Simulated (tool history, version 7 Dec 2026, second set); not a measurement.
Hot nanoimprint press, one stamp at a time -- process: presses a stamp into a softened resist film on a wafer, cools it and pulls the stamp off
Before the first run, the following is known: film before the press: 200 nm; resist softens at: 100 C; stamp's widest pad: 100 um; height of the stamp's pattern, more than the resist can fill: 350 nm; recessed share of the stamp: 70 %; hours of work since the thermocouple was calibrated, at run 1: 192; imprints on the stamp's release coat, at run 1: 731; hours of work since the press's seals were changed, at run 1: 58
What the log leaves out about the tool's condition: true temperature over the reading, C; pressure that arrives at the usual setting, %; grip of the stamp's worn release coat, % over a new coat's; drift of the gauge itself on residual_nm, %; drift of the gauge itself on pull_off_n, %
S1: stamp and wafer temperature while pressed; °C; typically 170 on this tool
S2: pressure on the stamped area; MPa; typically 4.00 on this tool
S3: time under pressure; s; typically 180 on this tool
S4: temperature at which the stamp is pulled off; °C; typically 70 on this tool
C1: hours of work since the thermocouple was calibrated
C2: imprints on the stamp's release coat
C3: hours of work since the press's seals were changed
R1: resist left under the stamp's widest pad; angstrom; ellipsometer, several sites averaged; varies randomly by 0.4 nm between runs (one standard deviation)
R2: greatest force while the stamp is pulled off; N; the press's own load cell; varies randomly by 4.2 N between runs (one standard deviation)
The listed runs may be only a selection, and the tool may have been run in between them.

Run 1, hour 0.0: usual settings; C1 192; C2 731; C3 58. Result: R1 948 angstrom, R2 244 N.
Run 2, hour 7.8: usual settings but S1 171 °C; C1 198; C2 770; C3 64. Result: R1 930 angstrom, R2 245 N.
Run 3, hour 17.5: usual settings but S1 171 °C; C1 205; C2 819; C3 71. Result: R1 924 angstrom, R2 252 N.
Run 4, hour 23.1: usual settings but S1 171 °C; C1 209; C2 847; C3 76. Result: R1 919 angstrom, R2 259 N.
Run 5, hour 30.0: usual settings but S1 171 °C; C1 215; C2 882; C3 81. Result: R1 918 angstrom, R2 256 N.
Run 6, hour 40.6: usual settings but S1 171 °C, S3 167 s; C1 223; C2 935; C3 89. Result: R1 944 angstrom, R2 261 N.
Run 7, hour 48.7: usual settings but S1 171 °C, S3 167 s; C1 229; C2 976; C3 95. Result: R1 954 angstrom, R2 259 N.
Run 8, hour 60.6: usual settings; C1 238; C2 1036; C3 105. Result: R1 958 angstrom, R2 270 N.
Run 9, hour 68.5: usual settings; C1 244; C2 1076; C3 111. Result: R1 953 angstrom, R2 270 N.
Run 10, hour 76.0: usual settings; C1 250; C2 1114; C3 116. Result: R1 958 angstrom, R2 278 N.
Run 11, hour 88.1: usual settings; C1 259; C2 1175; C3 126. Result: R1 959 angstrom, R2 271 N.
Run 12, hour 95.4: usual settings but S1 178 °C; C1 265; C2 1212; C3 131. Result: R1 723 angstrom, R2 270 N.
At hour 105.6: plate thermocouple calibrated.
Run 13, hour 106.3: usual settings but S1 178 °C; C1 0; C2 1252; C3 137. Result: R1 723 angstrom, R2 275 N.
Run 14, hour 119.1: usual settings but S1 175 °C; C1 10; C2 1316; C3 147. Result: R1 821 angstrom, R2 291 N.
Run 15, hour 124.5: usual settings but S1 175 °C; C1 14; C2 1344; C3 151. Result: R1 810 angstrom, R2 296 N.
Run 16, hour 133.4: usual settings but S1 175 °C; C1 21; C2 1389; C3 158. Result: R1 814 angstrom, R2 287 N.
At hour 141.0: stamp cleaned and given a new release coat.
At hour 151.3: plate thermocouple calibrated, once more.
Run 17, hour 154.8: usual settings but S1 175 °C; C1 3; C2 54; C3 168. Result: R1 787 angstrom, R2 199 N.
Run 18, hour 164.7: usual settings but S1 176 °C; C1 10; C2 104; C3 175. Result: R1 756 angstrom, R2 205 N.
Run 19, hour 175.4: usual settings but S3 295 s; C1 19; C2 158; C3 184. Result: R1 792 angstrom, R2 210 N.
Run 20, hour 184.2: usual settings but S1 168 °C, S3 163 s; C1 25; C2 203; C3 190. Result: R1 1050 angstrom, R2 216 N.
Run 21, hour 193.9: usual settings but S2 5.60 MPa, S3 191 s; C1 33; C2 252; C3 198. Result: R1 782 angstrom, R2 211 N.
Run 22, hour 200.8: usual settings but S2 5.60 MPa, S3 191 s; C1 38; C2 286; C3 203. Result: R1 777 angstrom, R2 222 N.
Run 23, hour 207.8: usual settings but S2 5.60 MPa, S3 191 s; C1 43; C2 322; C3 208. Result: R1 781 angstrom, R2 219 N.
Run 24, hour 216.7: usual settings but S2 3.72 MPa, S4 71 °C; C1 50; C2 366; C3 215. Result: R1 981 angstrom, R2 220 N.
Run 25, hour 227.0: usual settings but S1 174 °C, S2 3.65 MPa, S3 149 s, S4 56 °C; C1 58; C2 418; C3 223. Result: R1 920 angstrom, R2 259 N.
Run 26, hour 233.6: usual settings but S1 174 °C, S2 3.65 MPa, S3 149 s, S4 56 °C; C1 63; C2 452; C3 228. Result: R1 921 angstrom, R2 268 N.
Run 27, hour 245.7: usual settings but S1 174 °C, S2 3.65 MPa, S3 149 s, S4 56 °C; C1 73; C2 513; C3 237. Result: R1 921 angstrom, R2 269 N.
Run 28, hour 258.5: usual settings but S1 174 °C, S2 3.65 MPa, S3 149 s, S4 56 °C; C1 82; C2 577; C3 247. Result: R1 919 angstrom, R2 277 N.
Run 29, hour 270.0: usual settings but S1 174 °C, S2 3.65 MPa, S3 340 s, S4 56 °C; C1 91; C2 636; C3 256. Result: R1 679 angstrom, R2 279 N.
Run 30, hour 281.1: usual settings but S1 161 °C, S2 3.51 MPa, S3 97 s, S4 64 °C; C1 100; C2 691; C3 265. Result: R1 1563 angstrom, R2 265 N.

Each row is a separate what-if for the run after 30, all from the same tool condition, not one after another. Results?
Run A, hour 289.0: usual settings but S1 161 °C, S2 5.87 MPa, S3 209 s, S4 75 °C; C1 106; C2 732; C3 271. Result: R1 ?, R2 ?.
Run B, hour 289.0: usual settings but S2 3.81 MPa, S4 77 °C; C1 106; C2 732; C3 271. Result: R1 ?, R2 ?.
Run C, hour 289.0: usual settings but S1 161 °C, S2 3.51 MPa, S3 97 s, S4 56 °C; C1 106; C2 732; C3 271. Result: R1 ?, R2 ?.
Run D, hour 289.0: usual settings but S1 161 °C, S2 3.51 MPa, S3 275 s, S4 76 °C; C1 106; C2 732; C3 271. Result: R1 ?, R2 ?.

run    R1   R2
  A  1057  233
  B   968  227
  C  1567  279
  D  1211  220
The same runs, with their run-to-run variation unchanged, on a tool lacking any hidden condition would have given:
run    R1   R2
  A  1039  192
  B   955  187
  C  1556  230
  D  1197  182

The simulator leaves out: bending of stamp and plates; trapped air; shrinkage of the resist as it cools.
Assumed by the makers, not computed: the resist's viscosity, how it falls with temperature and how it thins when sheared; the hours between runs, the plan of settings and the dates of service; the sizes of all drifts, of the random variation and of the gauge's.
